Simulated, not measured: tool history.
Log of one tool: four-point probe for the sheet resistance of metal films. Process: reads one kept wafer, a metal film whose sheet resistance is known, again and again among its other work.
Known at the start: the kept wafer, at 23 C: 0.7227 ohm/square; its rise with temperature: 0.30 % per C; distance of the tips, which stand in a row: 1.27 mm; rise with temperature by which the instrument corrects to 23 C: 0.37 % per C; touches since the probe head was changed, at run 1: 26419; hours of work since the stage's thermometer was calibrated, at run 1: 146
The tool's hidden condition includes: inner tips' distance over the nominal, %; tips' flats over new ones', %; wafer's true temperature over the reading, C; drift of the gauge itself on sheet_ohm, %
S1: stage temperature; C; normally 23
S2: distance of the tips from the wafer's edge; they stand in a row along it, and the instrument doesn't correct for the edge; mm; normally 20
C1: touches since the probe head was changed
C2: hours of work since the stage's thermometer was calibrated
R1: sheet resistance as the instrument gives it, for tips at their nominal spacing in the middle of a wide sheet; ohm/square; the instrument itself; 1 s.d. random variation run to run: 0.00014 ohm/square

Run 1, hour 0: usual settings; C1 26419; C2 146. Result: R1 0.721306 ohm/square.
Run 2, hour 33.7: usual settings; C1 27150; C2 160. Result: R1 0.721153 ohm/square.
Run 3, hour 61.9: usual settings; C1 27760; C2 171. Result: R1 0.721463 ohm/square.
Run 4, hour 93: usual settings; C1 28436; C2 184. Result: R1 0.721334 ohm/square.
Run 5, hour 110.3: usual settings; C1 28811; C2 191. Result: R1 0.721307 ohm/square.
Run 6, hour 135.6: usual settings; C1 29359; C2 201. Result: R1 0.720992 ohm/square.
Run 7, hour 151.6: usual settings but S2 24 mm; C1 29708; C2 208. Result: R1 0.720872 ohm/square.
Run 8, hour 170.4: usual settings; C1 30116; C2 216. Result: R1 0.721256 ohm/square.
Run 9, hour 190.3: usual settings but S2 33 mm; C1 30547; C2 224. Result: R1 0.720149 ohm/square.
Run 10, hour 217.4: usual settings but S2 33 mm; C1 31135; C2 235. Result: R1 0.720287 ohm/square.
Run 11, hour 242: usual settings but S2 33 mm; C1 31668; C2 245. Result: R1 0.720188 ohm/square.
Run 12, hour 255.9: usual settings; C1 31970; C2 250. Result: R1 0.721042 ohm/square.
Run 13, hour 269.8: usual settings; C1 32272; C2 256. Result: R1 0.721089 ohm/square.
Run 14, hour 288.8: usual settings; C1 32683; C2 264. Result: R1 0.721023 ohm/square.
Run 15, hour 313: usual settings; C1 33208; C2 274. Result: R1 0.721091 ohm/square.
Run 16, hour 329.6: usual settings; C1 33569; C2 280. Result: R1 0.720986 ohm/square.
Run 17, hour 361.1: usual settings; C1 34252; C2 293. Result: R1 0.721117 ohm/square.
At hour 363.3: stage's thermometer calibrated.
Run 18, hour 379.2: usual settings; C1 34633; C2 6. Result: R1 0.721109 ohm/square.
Run 19, hour 411: usual settings; C1 35324; C2 19. Result: R1 0.720871 ohm/square.
Run 20, hour 441.3: usual settings; C1 35982; C2 32. Result: R1 0.720839 ohm/square.
Run 21, hour 463.9: usual settings; C1 36472; C2 41. Result: R1 0.721192 ohm/square.
Run 22, hour 484.4: usual settings but S2 7 mm; C1 36917; C2 49. Result: R1 0.732112 ohm/square.
At hour 504.2: stage's thermometer calibrated, once more.
Run 23, hour 506.5: usual settings but S1 22 C, S2 10 mm; C1 37384; C2 1. Result: R1 0.725866 ohm/square.
Run 24, hour 538: usual settings but S1 22 C, S2 5 mm; C1 38068; C2 14. Result: R1 0.743897 ohm/square.
Run 25, hour 556.6: usual settings but S1 27 C; C1 38471; C2 21. Result: R1 0.718895 ohm/square.
Run 26, hour 574.1: usual settings but S1 33 C, S2 42 mm; C1 38852; C2 28. Result: R1 0.714266 ohm/square.
Run 27, hour 593.7: usual settings but S1 19 C, S2 12 mm; C1 39276; C2 36. Result: R1 0.725764 ohm/square.
Run 28, hour 614.2: usual settings but S1 19 C, S2 12 mm; C1 39722; C2 45. Result: R1 0.725546 ohm/square.
Run 29, hour 628.9: usual settings but S1 19 C, S2 12 mm; C1 40040; C2 51. Result: R1 0.725363 ohm/square.
Run 30, hour 655.4: usual settings but S1 19 C; C1 40616; C2 62. Result: R1 0.722844 ohm/square.
Run 31, hour 673: usual settings but S1 26 C, S2 36 mm; C1 40996; C2 69. Result: R1 0.718461 ohm/square.
Run 32, hour 695.7: usual settings but S1 19 C, S2 5 mm; C1 41488; C2 78. Result: R1 0.745365 ohm/square.
Run 33, hour 726.2: usual settings but S1 19 C, S2 5 mm; C1 42150; C2 90. Result: R1 0.745588 ohm/square.
Run 34, hour 741.5: usual settings but S1 19 C, S2 5 mm; C1 42483; C2 97. Result: R1 0.745319 ohm/square.
Run 35, hour 755.7: usual settings but S1 34 C, S2 16 mm; C1 42790; C2 102. Result: R1 0.716171 ohm/square.
Run 36, hour 785.7: usual settings but S1 20 C, S2 14 mm; C1 43441; C2 115. Result: R1 0.72371 ohm/square.
Run 37, hour 809.8: usual settings but S1 20 C, S2 14 mm; C1 43965; C2 124. Result: R1 0.723714 ohm/square.
Run 38, hour 825.5: usual settings but S1 20 C, S2 14 mm; C1 44305; C2 131. Result: R1 0.723732 ohm/square.
Run 39, hour 848.2: usual settings but S1 25 C, S2 24 mm; C1 44797; C2 140. Result: R1 0.719178 ohm/square.
Run 40, hour 878.3: usual settings but S1 25 C, S2 24 mm; C1 45450; C2 152. Result: R1 0.718769 ohm/square.
Run 41, hour 896.4: usual settings but S1 20 C; C1 45844; C2 160. Result: R1 0.722164 ohm/square.
Run 42, hour 926.8: usual settings but S1 20 C; C1 46502; C2 172. Result: R1 0.722118 ohm/square.
Run 43, hour 952.1: usual settings but S1 33 C, S2 5 mm; C1 47052; C2 182. Result: R1 0.737845 ohm/square.
Run 44, hour 974.3: usual settings but S1 33 C, S2 5 mm; C1 47534; C2 191. Result: R1 0.738081 ohm/square.

5 options for the next run, each taken on its own from the tool as it stands now. Forecast them:
Run A, hour 988.3: usual settings but S1 18 C, S2 15 mm; C1 47837; C2 197. Result: R1 ?.
Run B, hour 988.3: usual settings but S1 25 C; C1 47837; C2 197. Result: R1 ?.
Run C, hour 988.3: usual settings but S1 21 C, S2 49 mm; C1 47837; C2 197. Result: R1 ?.
Run D, hour 988.3: usual settings but S2 42 mm; C1 47837; C2 197. Result: R1 ?.
Run E, hour 988.3: usual settings but S1 28 C, S2 17 mm; C1 47837; C2 197. Result: R1 ?.

run        R1
  A  0.724311
  B  0.719558
  C  0.720059
  D  0.719218
  E  0.718403
Had the tool no hidden state, the same runs would have come out as:
run        R1
  A  0.728105
  B  0.723329
  C  0.723832
  D  0.722987
  E  0.722168

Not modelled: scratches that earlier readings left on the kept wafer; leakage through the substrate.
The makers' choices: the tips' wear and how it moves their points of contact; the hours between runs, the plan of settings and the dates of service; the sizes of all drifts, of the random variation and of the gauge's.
